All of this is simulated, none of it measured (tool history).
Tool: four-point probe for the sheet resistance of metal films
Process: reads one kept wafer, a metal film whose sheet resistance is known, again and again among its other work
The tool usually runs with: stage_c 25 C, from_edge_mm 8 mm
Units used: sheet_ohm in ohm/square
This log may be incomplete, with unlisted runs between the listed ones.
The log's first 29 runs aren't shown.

Run 30, hour 634.7: usual settings but stage_c 27 C, from_edge_mm 28 mm. Result: sheet_ohm 2.129732 ohm/square.
Run 31, hour 662.3: usual settings but stage_c 33 C, from_edge_mm 21 mm. Result: sheet_ohm 2.144569 ohm/square.
Run 32, hour 688.1: usual settings but stage_c 33 C, from_edge_mm 65 mm. Result: sheet_ohm 2.143443 ohm/square.
Run 33, hour 703.9: usual settings but stage_c 29 C, from_edge_mm 20 mm. Result: sheet_ohm 2.135278 ohm/square.
Run 34, hour 731.7: usual settings but stage_c 20 C, from_edge_mm 71 mm. Result: sheet_ohm 2.112322 ohm/square.
Run 35, hour 749.7: usual settings but stage_c 34 C, from_edge_mm 9 mm. Result: sheet_ohm 2.150984 ohm/square.
Run 36, hour 772.9: usual settings but stage_c 34 C, from_edge_mm 9 mm. Result: sheet_ohm 2.151165 ohm/square.
Run 37, hour 803.2: usual settings but from_edge_mm 9 mm. Result: sheet_ohm 2.130044 ohm/square.
Run 38, hour 826.8: usual settings but from_edge_mm 3 mm. Result: sheet_ohm 2.174555 ohm/square.
Run 39, hour 847.5: usual settings but from_edge_mm 3 mm. Result: sheet_ohm 2.174037 ohm/square.
Run 40, hour 861.3: usual settings but from_edge_mm 3 mm. Result: sheet_ohm 2.174141 ohm/square.
Run 41, hour 882.8: usual settings but stage_c 23 C, from_edge_mm 3 mm. Result: sheet_ohm 2.170069 ohm/square.
Run 42, hour 906.4: usual settings but stage_c 27 C, from_edge_mm 46 mm. Result: sheet_ohm 2.129446 ohm/square.
Run 43, hour 926.8: usual settings but stage_c 24 C, from_edge_mm 11 mm. Result: sheet_ohm 2.12586 ohm/square.
Run 44, hour 943.3: usual settings but stage_c 30 C, from_edge_mm 32 mm. Result: sheet_ohm 2.137131 ohm/square.
Run 45, hour 959: usual settings but stage_c 21 C, from_edge_mm 42 mm. Result: sheet_ohm 2.114816 ohm/square.
Run 46, hour 971.8: usual settings but stage_c 21 C, from_edge_mm 42 mm. Result: sheet_ohm 2.113977 ohm/square.

Predict each of these 3 candidate next runs independently; none follows another, all start after run 46:
Run A, hour 992.6: usual settings but stage_c 32 C, from_edge_mm 37 mm. Result: sheet_ohm ?.
Run B, hour 992.6: usual settings but from_edge_mm 67 mm. Result: sheet_ohm ?.
Run C, hour 992.6: usual settings but stage_c 20 C, from_edge_mm 17 mm. Result: sheet_ohm ?.

run  sheet_ohm
  A    2.13999
  B   2.123738
  C   2.112624
What these runs would have given with no unlogged condition in the tool:
run  sheet_ohm
  A   2.143874
  B   2.127516
  C   2.116325

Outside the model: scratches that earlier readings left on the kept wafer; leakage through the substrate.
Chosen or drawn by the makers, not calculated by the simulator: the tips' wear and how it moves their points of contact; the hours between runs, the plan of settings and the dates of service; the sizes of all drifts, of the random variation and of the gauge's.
